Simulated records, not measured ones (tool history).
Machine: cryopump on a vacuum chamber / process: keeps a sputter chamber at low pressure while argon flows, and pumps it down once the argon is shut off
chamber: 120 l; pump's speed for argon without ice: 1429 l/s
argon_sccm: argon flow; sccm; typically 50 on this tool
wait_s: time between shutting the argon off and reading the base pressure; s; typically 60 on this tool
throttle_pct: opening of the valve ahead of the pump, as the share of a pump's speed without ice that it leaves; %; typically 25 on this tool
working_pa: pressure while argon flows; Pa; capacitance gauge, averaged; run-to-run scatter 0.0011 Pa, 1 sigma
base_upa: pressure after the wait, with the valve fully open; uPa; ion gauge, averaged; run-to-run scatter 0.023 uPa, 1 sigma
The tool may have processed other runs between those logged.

{"run": 1, "hour": 0.0, "argon_sccm": 50, "wait_s": 60, "throttle_pct": 25, "working_pa": 0.2632, "base_upa": 2.59}
{"run": 2, "hour": 9.0, "argon_sccm": 68, "wait_s": 60, "throttle_pct": 25, "working_pa": 0.3616, "base_upa": 2.62}
{"hour": 26.3, "done": "pump warmed up, emptied and cooled again"}
{"run": 3, "hour": 26.3, "argon_sccm": 50, "wait_s": 60, "throttle_pct": 25, "working_pa": 0.2369, "base_upa": 1.97}
{"run": 4, "hour": 42.6, "argon_sccm": 50, "wait_s": 60, "throttle_pct": 25, "working_pa": 0.2361, "base_upa": 1.99}
{"run": 5, "hour": 53.8, "argon_sccm": 50, "wait_s": 60, "throttle_pct": 25, "working_pa": 0.2382, "base_upa": 2.01}
{"run": 6, "hour": 66.1, "argon_sccm": 50, "wait_s": 60, "throttle_pct": 25, "working_pa": 0.2381, "base_upa": 1.97}
{"run": 7, "hour": 74.1, "argon_sccm": 50, "wait_s": 60, "throttle_pct": 25, "working_pa": 0.2409, "base_upa": 2.12}
{"run": 8, "hour": 84.0, "argon_sccm": 50, "wait_s": 60, "throttle_pct": 25, "working_pa": 0.2385, "base_upa": 2.07}
{"run": 9, "hour": 96.4, "argon_sccm": 50, "wait_s": 60, "throttle_pct": 25, "working_pa": 0.2386, "base_upa": 2.03}
{"run": 10, "hour": 107.1, "argon_sccm": 50, "wait_s": 60, "throttle_pct": 25, "working_pa": 0.2384, "base_upa": 2.12}
{"run": 11, "hour": 121.0, "argon_sccm": 50, "wait_s": 60, "throttle_pct": 21, "working_pa": 0.283, "base_upa": 2.15}
{"run": 12, "hour": 134.0, "argon_sccm": 50, "wait_s": 60, "throttle_pct": 21, "working_pa": 0.2861, "base_upa": 2.17}
{"run": 13, "hour": 150.1, "argon_sccm": 50, "wait_s": 60, "throttle_pct": 21, "working_pa": 0.2859, "base_upa": 2.09}
{"run": 14, "hour": 166.6, "argon_sccm": 50, "wait_s": 60, "throttle_pct": 21, "working_pa": 0.2854, "base_upa": 2.11}
{"run": 15, "hour": 179.0, "argon_sccm": 50, "wait_s": 60, "throttle_pct": 21, "working_pa": 0.2862, "base_upa": 2.18}
{"run": 16, "hour": 189.2, "argon_sccm": 50, "wait_s": 60, "throttle_pct": 21, "working_pa": 0.2874, "base_upa": 2.14}
{"run": 17, "hour": 203.6, "argon_sccm": 50, "wait_s": 60, "throttle_pct": 24, "working_pa": 0.2521, "base_upa": 2.28}
{"run": 18, "hour": 212.8, "argon_sccm": 97, "wait_s": 60, "throttle_pct": 55, "working_pa": 0.2207, "base_upa": 2.18}
{"run": 19, "hour": 221.1, "argon_sccm": 82, "wait_s": 227, "throttle_pct": 30, "working_pa": 0.3363, "base_upa": 1.87}
{"run": 20, "hour": 229.8, "argon_sccm": 23, "wait_s": 33, "throttle_pct": 43, "working_pa": 0.0666, "base_upa": 2.76}
{"run": 21, "hour": 239.2, "argon_sccm": 54, "wait_s": 66, "throttle_pct": 27, "working_pa": 0.2458, "base_upa": 2.26}
{"run": 22, "hour": 254.3, "argon_sccm": 44, "wait_s": 97, "throttle_pct": 47, "working_pa": 0.1168, "base_upa": 2.05}
{"run": 23, "hour": 261.6, "argon_sccm": 24, "wait_s": 97, "throttle_pct": 47, "working_pa": 0.0644, "base_upa": 2.04}
{"run": 24, "hour": 272.3, "argon_sccm": 24, "wait_s": 48, "throttle_pct": 17, "working_pa": 0.1715, "base_upa": 2.48}
{"run": 25, "hour": 281.3, "argon_sccm": 21, "wait_s": 60, "throttle_pct": 19, "working_pa": 0.1352, "base_upa": 2.3}
{"run": 26, "hour": 293.1, "argon_sccm": 78, "wait_s": 46, "throttle_pct": 36, "working_pa": 0.2686, "base_upa": 2.49}
{"run": 27, "hour": 304.7, "argon_sccm": 41, "wait_s": 60, "throttle_pct": 25, "working_pa": 0.2034, "base_upa": 2.36}
{"run": 28, "hour": 318.2, "argon_sccm": 63, "wait_s": 26, "throttle_pct": 41, "working_pa": 0.1956, "base_upa": 3.04}
{"run": 29, "hour": 332.5, "argon_sccm": 89, "wait_s": 94, "throttle_pct": 25, "working_pa": 0.4438, "base_upa": 2.29}
{"run": 30, "hour": 342.1, "argon_sccm": 89, "wait_s": 141, "throttle_pct": 25, "working_pa": 0.439, "base_upa": 2.11}
{"run": 31, "hour": 350.9, "argon_sccm": 34, "wait_s": 67, "throttle_pct": 34, "working_pa": 0.1261, "base_upa": 2.34}
{"run": 32, "hour": 364.5, "argon_sccm": 69, "wait_s": 21, "throttle_pct": 47, "working_pa": 0.191, "base_upa": 3.45}

What will run 33 give?
{"run": 33, "hour": 375.0, "argon_sccm": 91, "wait_s": 59, "throttle_pct": 25, "working_pa": "?", "base_upa": "?"}

{"run 33": {"working_pa": 0.452, "base_upa": 2.51}}
On a tool with no hidden condition, and with the same random variation, this run would have come out at working_pa 0.4298 Pa, base_upa 0.77 uPa.
